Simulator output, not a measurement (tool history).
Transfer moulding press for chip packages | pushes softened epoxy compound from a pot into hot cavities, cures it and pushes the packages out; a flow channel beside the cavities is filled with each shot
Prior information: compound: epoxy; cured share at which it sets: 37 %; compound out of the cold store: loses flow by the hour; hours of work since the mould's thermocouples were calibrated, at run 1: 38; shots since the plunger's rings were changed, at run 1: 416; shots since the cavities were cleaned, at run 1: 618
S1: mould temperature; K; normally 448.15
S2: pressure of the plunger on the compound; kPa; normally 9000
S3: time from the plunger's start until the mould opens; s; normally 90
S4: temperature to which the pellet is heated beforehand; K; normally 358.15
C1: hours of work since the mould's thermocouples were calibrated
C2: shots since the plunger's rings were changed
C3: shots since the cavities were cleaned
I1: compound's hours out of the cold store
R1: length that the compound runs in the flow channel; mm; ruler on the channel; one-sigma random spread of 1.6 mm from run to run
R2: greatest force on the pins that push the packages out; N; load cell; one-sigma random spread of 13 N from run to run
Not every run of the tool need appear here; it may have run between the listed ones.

run 1 hour=0 | S1=448.15 S2=9000 S3=90 S4=358.15 | C1=38 C2=416 C3=618 | I1=35.7 | R1=910 R2=1052
-- hour=20.7 cavities cleaned with cleaning compound and waxed
run 2 hour=29.2 | S1=448.15 S2=9000 S3=90 S4=358.15 | C1=52 C2=704 C3=88 | I1=17.6 | R1=982 R2=733
run 3 hour=58.3 | S1=448.15 S2=9000 S3=90 S4=358.15 | C1=66 C2=1006 C3=390 | I1=36.1 | R1=904 R2=951
run 4 hour=85.9 | S1=448.15 S2=9000 S3=90 S4=358.15 | C1=79 C2=1293 C3=677 | I1=24.3 | R1=949 R2=1124
-- hour=101.3 cavities cleaned with cleaning compound and waxed
run 5 hour=115.8 | S1=448.15 S2=9000 S3=90 S4=358.15 | C1=93 C2=1589 C3=151 | I1=44.7 | R1=869 R2=756
run 6 hour=137.6 | S1=448.15 S2=9000 S3=79 S4=358.15 | C1=103 C2=1816 C3=378 | I1=15.7 | R1=982 R2=1453
-- hour=184.1 cavities cleaned with cleaning compound and waxed
run 7 hour=185.2 | S1=448.15 S2=9000 S3=79 S4=358.15 | C1=126 C2=2296 C3=11 | I1=16.4 | R1=979 R2=909
run 8 hour=224 | S1=448.15 S2=7260 S3=90 S4=358.15 | C1=144 C2=2699 C3=414 | I1=36.8 | R1=802 R2=940
-- hour=263.6 cavities cleaned with cleaning compound and waxed
run 9 hour=263.6 | S1=448.15 S2=7260 S3=90 S4=358.15 | C1=163 C2=3095 C3=0 | I1=36.1 | R1=798 R2=624
run 10 hour=293.7 | S1=448.15 S2=7260 S3=90 S4=358.15 | C1=177 C2=3409 C3=314 | I1=38.4 | R1=790 R2=889
-- hour=329.6 plunger's sealing rings changed
run 11 hour=336.7 | S1=448.15 S2=9000 S3=90 S4=366.15 | C1=197 C2=74 C3=735 | I1=47.5 | R1=864 R2=998
-- hour=345.8 cavities cleaned with cleaning compound and waxed
run 12 hour=365.2 | S1=448.15 S2=9000 S3=90 S4=366.15 | C1=210 C2=355 C3=202 | I1=11.3 | R1=1010 R2=841
run 13 hour=401.4 | S1=448.15 S2=9000 S3=90 S4=366.15 | C1=228 C2=731 C3=578 | I1=12 | R1=1007 R2=1104
-- hour=426 cavities cleaned with cleaning compound and waxed
run 14 hour=435.4 | S1=448.15 S2=9350 S3=90 S4=358.15 | C1=243 C2=1070 C3=98 | I1=19.8 | R1=988 R2=724
run 15 hour=475.6 | S1=448.15 S2=9350 S3=90 S4=358.15 | C1=263 C2=1487 C3=515 | I1=30.1 | R1=942 R2=1025
-- hour=506 cavities cleaned with cleaning compound and waxed
run 16 hour=521.4 | S1=448.15 S2=8410 S3=90 S4=360.15 | C1=284 C2=1949 C3=160 | I1=23.8 | R1=913 R2=787
-- hour=525.3 mould's thermocouples calibrated
run 17 hour=557.2 | S1=448.15 S2=8410 S3=90 S4=360.15 | C1=15 C2=2301 C3=512 | I1=8.9 | R1=970 R2=1074
-- hour=588.1 cavities cleaned with cleaning compound and waxed
run 18 hour=595.8 | S1=451.15 S2=8770 S3=90 S4=360.15 | C1=33 C2=2686 C3=80 | I1=34.1 | R1=878 R2=541
run 19 hour=629.9 | S1=455.15 S2=9410 S3=90 S4=358.15 | C1=50 C2=3041 C3=435 | I1=28.6 | R1=915 R2=704
run 20 hour=656 | S1=444.15 S2=7630 S3=90 S4=367.15 | C1=63 C2=3312 C3=706 | I1=38.9 | R1=819 R2=1324
-- hour=667.8 cavities cleaned with cleaning compound and waxed
run 21 hour=679.4 | S1=445.15 S2=8260 S3=106 S4=355.15 | C1=73 C2=3541 C3=122 | I1=44.7 | R1=828 R2=592
-- hour=701.8 plunger's sealing rings changed
-- hour=719.9 mould's thermocouples calibrated, once more
run 22 hour=720.8 | S1=445.15 S2=9930 S3=112 S4=367.15 | C1=0 C2=178 C3=506 | I1=12.5 | R1=1073 R2=829
-- hour=752.7 cavities cleaned with cleaning compound and waxed
run 23 hour=767 | S1=448.15 S2=9100 S3=90 S4=353.15 | C1=22 C2=642 C3=149 | I1=11.6 | R1=1022 R2=880
run 24 hour=793.5 | S1=448.15 S2=9100 S3=90 S4=353.15 | C1=35 C2=918 C3=425 | I1=23.6 | R1=967 R2=1110
-- hour=833.2 cavities cleaned with cleaning compound and waxed
run 25 hour=840.9 | S1=448.15 S2=9100 S3=90 S4=353.15 | C1=57 C2=1396 C3=81 | I1=16.2 | R1=992 R2=819
run 26 hour=865.4 | S1=448.15 S2=9000 S3=99 S4=358.15 | C1=69 C2=1650 C3=335 | I1=41.7 | R1=881 R2=738
run 27 hour=910.4 | S1=448.15 S2=9000 S3=99 S4=358.15 | C1=91 C2=2118 C3=803 | I1=16 | R1=985 R2=1012
-- hour=915.3 cavities cleaned with cleaning compound and waxed
run 28 hour=942.1 | S1=448.15 S2=10180 S3=77 S4=358.15 | C1=105 C2=2432 C3=278 | I1=27.9 | R1=988 R2=1392

A few steps of R1 between consecutive runs. Split each: what settings, incoming material and random variation would produce without the hidden state, and what is left over for the hidden state, along with gauge scatter present in only one of the two compared results (measured, and without hidden state):
What the log doesn't record here: true mould temperature over the reading, C; pressure that reaches the compound, % of what is set; grip of the stained cavities, % over clean ones'; drift of the gauge itself on flow_mm, %; drift of the gauge itself on push_out_n, %.
Run 7 -> 8: S2 9000 -> 7260, S3 79 -> 90. R1 -177 mm: hidden state +1, all else -178.
Run 10 -> 11: S2 7260 -> 9000, S4 358.15 -> 366.15, plunger's sealing rings changed. R1 +74 mm: hidden state +19, all else +55.
Run 21 -> 22: S2 8260 -> 9930, S3 106 -> 112, S4 355.15 -> 367.15, plunger's sealing rings changed, mould's thermocouples calibrated, once more. R1 +245 mm: hidden state +25, all else +220.

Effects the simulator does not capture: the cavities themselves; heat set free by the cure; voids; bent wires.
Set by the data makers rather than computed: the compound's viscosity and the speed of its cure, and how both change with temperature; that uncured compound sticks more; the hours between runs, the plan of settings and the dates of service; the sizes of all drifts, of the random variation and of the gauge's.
